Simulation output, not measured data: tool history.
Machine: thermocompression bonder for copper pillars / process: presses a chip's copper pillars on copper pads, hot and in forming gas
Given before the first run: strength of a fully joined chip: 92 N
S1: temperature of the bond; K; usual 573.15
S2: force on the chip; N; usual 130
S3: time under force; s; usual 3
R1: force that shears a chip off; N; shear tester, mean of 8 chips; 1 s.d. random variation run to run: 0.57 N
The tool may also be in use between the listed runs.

Run 1, day 0: usual settings. Result: R1 64.7 N.
Run 2, day 0.388: usual settings but S2 154 N. Result: R1 72 N.
Run 3, day 1.025: usual settings but S2 154 N. Result: R1 71.2 N.
Run 4, day 1.525: usual settings but S1 582.15 K. Result: R1 69.1 N.
Run 5, day 2.025: usual settings but S1 582.15 K. Result: R1 67.2 N.
Run 6, day 2.392: usual settings but S1 582.15 K. Result: R1 67.4 N.
Run 7, day 2.958: usual settings but S1 582.15 K. Result: R1 69.1 N.
Run 8, day 3.708: usual settings but S1 582.15 K. Result: R1 69.3 N.
Run 9, day 4.579: usual settings. Result: R1 64.5 N.
Run 10, day 5.154: usual settings. Result: R1 63.3 N.
Run 11, day 5.608: usual settings. Result: R1 63.6 N.
Run 12, day 6.246: usual settings. Result: R1 62.7 N.
Run 13, day 6.7: usual settings. Result: R1 63.1 N.
Run 14, day 7.167: usual settings. Result: R1 62.7 N.
Run 15, day 8.033: usual settings. Result: R1 63.1 N.
Run 16, day 8.658: usual settings. Result: R1 61.8 N.
Run 17, day 9.138: usual settings. Result: R1 62.4 N.
At day 9.221: forming gas filter changed.
Run 18, day 9.517: usual settings. Result: R1 65.3 N.
Run 19, day 10.179: usual settings. Result: R1 65.8 N.
Run 20, day 10.546: usual settings. Result: R1 66.2 N.
Run 21, day 11.25: usual settings. Result: R1 65.9 N.
Run 22, day 11.912: usual settings. Result: R1 65.9 N.
Run 23, day 12.567: usual settings. Result: R1 65.9 N.
Run 24, day 13.142: usual settings but S1 562.15 K, S2 140 N, S3 6 s. Result: R1 73.1 N.
Run 25, day 13.767: usual settings but S1 559.15 K, S2 83 N, S3 2 s. Result: R1 34.2 N.
At day 13.929: heater calibrated with a thermocouple chip.
Run 26, day 14.492: usual settings but S2 109 N, S3 4 s. Result: R1 62.8 N.
Run 27, day 15.308: usual settings but S1 582.15 K, S3 7 s. Result: R1 80.4 N.
Run 28, day 15.662: usual settings but S2 136 N. Result: R1 68.3 N.
Run 29, day 16.379: usual settings but S1 597.15 K, S3 2 s. Result: R1 69.8 N.
At day 16.9: heater calibrated with a thermocouple chip, once more.
Run 30, day 16.912: usual settings but S2 91 N. Result: R1 45.3 N.
Run 31, day 17.379: usual settings but S2 91 N, S3 2 s. Result: R1 40.2 N.
Run 32, day 18.117: usual settings but S1 555.15 K, S2 107 N, S3 2 s. Result: R1 37.7 N.
Run 33, day 18.538: usual settings but S1 598.15 K, S2 112 N, S3 4 s. Result: R1 69.9 N.
Run 34, day 19.158: usual settings but S1 598.15 K, S2 112 N, S3 4 s. Result: R1 70.3 N.
Run 35, day 19.821: usual settings but S1 570.15 K, S2 81 N. Result: R1 39.9 N.
At day 20.221: forming gas filter changed.
Run 36, day 20.658: usual settings but S1 574.15 K, S2 82 N, S3 2 s. Result: R1 38.4 N.
Run 37, day 21.217: usual settings but S1 586.15 K, S3 2 s. Result: R1 62 N.
Run 38, day 21.592: usual settings but S1 569.15 K, S3 4 s. Result: R1 64.7 N.
Run 39, day 22.133: usual settings but S1 552.15 K, S2 140 N, S3 8 s. Result: R1 71 N.
Run 40, day 22.642: usual settings but S1 577.15 K, S2 111 N, S3 7 s. Result: R1 71.7 N.
Run 41, day 23.142: usual settings but S1 577.15 K, S2 111 N, S3 7 s. Result: R1 72.4 N.

3 ways to go on from here, each from the tool as it stands after run 41. What would each give?
Run A, day 23.9: usual settings but S1 577.15 K, S2 111 N, S3 4 s. Result: R1 ?.
Run B, day 23.9: usual settings but S2 147 N, S3 2 s. Result: R1 ?.
Run C, day 23.9: usual settings but S1 592.15 K, S2 111 N, S3 7 s. Result: R1 ?.

run    R1
  A  62.1
  B  60.6
  C    78
What these runs would have given with no unlogged condition in the tool:
run    R1
  A  61.5
  B  59.9
  C  78.1
